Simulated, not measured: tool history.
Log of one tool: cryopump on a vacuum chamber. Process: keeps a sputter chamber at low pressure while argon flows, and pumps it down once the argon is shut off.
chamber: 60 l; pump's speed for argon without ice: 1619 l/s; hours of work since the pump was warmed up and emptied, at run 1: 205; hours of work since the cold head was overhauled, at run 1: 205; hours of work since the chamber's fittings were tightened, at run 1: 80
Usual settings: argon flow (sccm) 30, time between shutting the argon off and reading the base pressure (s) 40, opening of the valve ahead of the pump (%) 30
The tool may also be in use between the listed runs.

run,hour,argon flow (sccm),time between shutting the argon off and reading the base pressure (s),opening of the valve ahead of the pump (%),hours of work since the pump was warmed up and emptied,hours of work since the cold head was overhauled,hours of work since the chamber's fittings were tightened,pressure while argon flows (Pa),pressure after the wait (uPa)
1,0.0,30,40,30,205,205,80,0.1052,0.97
2,15.3,30,40,30,214,214,89,0.1055,0.93
3,23.3,30,173,30,219,219,93,0.1067,0.42
4,40.6,30,40,30,229,229,103,0.1068,0.96
5,57.7,30,40,30,239,239,113,0.1069,0.99
6,67.3,30,40,30,244,244,119,0.1071,1.01
7,77.2,30,40,30,250,250,124,0.1072,0.96
8,89.4,30,40,30,257,257,131,0.1080,0.98
9,106.8,30,40,30,267,267,141,0.1069,0.98
10,122.9,30,40,30,276,276,151,0.1078,1.01
11,134.4,19,40,30,283,283,157,0.0688,1.03
12,150.8,19,40,30,293,293,167,0.0677,1.05
13,167.5,19,40,30,302,302,177,0.0675,1.08
14,185.8,31,47,38,313,313,187,0.0889,0.93
15,201.2,23,159,51,322,322,196,0.0494,0.51
16,217.1,23,159,51,331,331,205,0.0496,0.53
17,235.9,23,31,51,342,342,216,0.0503,1.27
18,253.2,21,45,27,352,352,226,0.0855,0.99
19,264.9,21,45,27,359,359,233,0.0838,0.97
20,282.1,47,40,30,369,369,243,0.1699,1.04
21,297.6,28,40,30,378,378,252,0.0999,1.07
22,314.1,30,112,16,387,387,261,0.2014,0.63
23,326.5,23,87,60,394,394,269,0.0443,0.70
24,337.4,21,155,41,401,401,275,0.0569,0.60
25,354.5,59,292,50,410,410,285,0.1330,0.54
26,363.3,59,292,50,415,415,290,0.1332,0.47

3 ways to go on from here, each from the tool as it stands after run 26. What would each give?
A,372.4,24,276,37,421,421,295,?,?
B,372.4,59,292,39,421,421,295,?,?
C,372.4,30,40,54,421,421,295,?,?

run,pressure while argon flows (Pa),pressure after the wait (uPa)
A,0.0718,0.51
B,0.1676,0.50
C,0.0632,1.10
Without the tool's hidden state the same runs would have given:
run,pressure while argon flows (Pa),pressure after the wait (uPa)
A,0.0679,0.28
B,0.1579,0.28
C,0.0583,0.87
